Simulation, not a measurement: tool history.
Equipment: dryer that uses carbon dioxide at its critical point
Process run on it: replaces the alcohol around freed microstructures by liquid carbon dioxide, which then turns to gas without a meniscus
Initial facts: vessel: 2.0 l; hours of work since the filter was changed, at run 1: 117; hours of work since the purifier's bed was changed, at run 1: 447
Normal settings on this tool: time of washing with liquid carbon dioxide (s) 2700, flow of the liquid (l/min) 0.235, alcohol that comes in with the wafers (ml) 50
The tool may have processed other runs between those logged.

run	hour	time of washing with liquid carbon dioxide (s)	flow of the liquid (l/min)	alcohol that comes in with the wafers (ml)	hours of work since the filter was changed	hours of work since the purifier's bed was changed	alcohol left in the vessel before it's heated (ppm by volume)
1	0	2700	0.235	50	117	447	865
2	26.2	2700	0.356	50	134	463	268
3	71.4	2700	0.146	50	163	492	3095
4	105.2	2700	0.146	50	184	514	3112
5	149.5	2700	0.235	31	213	542	737
6	186.9	2700	0.235	50	236	566	1182
# hour 208.5: inlet filter changed
7	230.9	2700	0.235	50	14	593	726
8	268.4	2700	0.235	50	38	617	795
9	288.7	2700	0.235	50	51	630	801
10	334.1	2700	0.235	50	80	659	828
11	360.8	2700	0.303	50	97	675	448
12	405.8	2700	0.303	50	126	704	469
13	450.4	2700	0.235	79	154	733	1481
14	499.3	2700	0.235	79	185	764	1551
15	519.4	2700	0.235	79	198	776	1644
16	547	2700	0.235	62	215	794	1357
17	567.4	2700	0.235	62	228	807	1412
# hour 600: inlet filter changed
18	616.8	2700	0.235	62	11	838	902
19	650.5	2700	0.382	50	32	859	283
20	698.5	2700	0.23	50	63	890	928
21	737.3	1800	0.167	23	87	915	2223
# hour 780.4: purifier's bed changed
22	789.2	1680	0.273	29	118	6	1162
23	829.6	1680	0.273	29	144	31	1228
24	877.8	1680	0.273	29	175	62	1297
25	919.8	1680	0.141	29	202	89	4144
26	967.2	1680	0.141	60	232	119	8879
27	989.1	2700	0.235	34	246	133	727
# hour 996.7: inlet filter changed
28	1016.8	2700	0.385	61	13	150	120
29	1047.7	2700	0.258	69	32	169	624
30	1074	2700	0.258	69	49	186	654
31	1111	2700	0.217	50	73	210	885
32	1156.6	2700	0.217	50	102	239	949
33	1189.6	2640	0.153	48	123	260	2531
34	1217.8	3600	0.371	63	141	278	89
35	1248.1	2940	0.21	50	160	297	964
36	1280.4	2940	0.21	50	181	318	1039
37	1306.3	2220	0.182	30	197	334	1812
38	1350.6	3540	0.233	108	225	362	875
# hour 1391: inlet filter changed
39	1391	3540	0.233	108	0	387	480

How would selected steps in alcohol left in the vessel before it's heated (ppm by volume) from run to run divide? Give the signed amount a tool lacking its hidden state would still show from settings, what came in and random variation, and the signed amount left for the hidden state, including any gauge scatter that is not in both of the compared results.
The hidden state here: flow that reaches the vessel past the clogged filter, %; alcohol in the recycled carbon dioxide, ppm; drift of the gauge itself on alcohol_ppm, %.
Run 2 -> 3: flow of the liquid (l/min) 0.356 -> 0.146. alcohol left in the vessel before it's heated (ppm by volume) +2827: hidden state +672, all else +2155.
Run 24 -> 25: flow of the liquid (l/min) 0.273 -> 0.141. alcohol left in the vessel before it's heated (ppm by volume) +2847: hidden state +389, all else +2458.
Run 25 -> 26: alcohol that comes in with the wafers (ml) 29 -> 60. alcohol left in the vessel before it's heated (ppm by volume) +4735: hidden state +1043, all else +3692.
Run 26 -> 27: time of washing with liquid carbon dioxide (s) 1680 -> 2700, flow of the liquid (l/min) 0.141 -> 0.235, alcohol that comes in with the wafers (ml) 60 -> 34. alcohol left in the vessel before it's heated (ppm by volume) -8152: hidden state -1443, all else -6709.

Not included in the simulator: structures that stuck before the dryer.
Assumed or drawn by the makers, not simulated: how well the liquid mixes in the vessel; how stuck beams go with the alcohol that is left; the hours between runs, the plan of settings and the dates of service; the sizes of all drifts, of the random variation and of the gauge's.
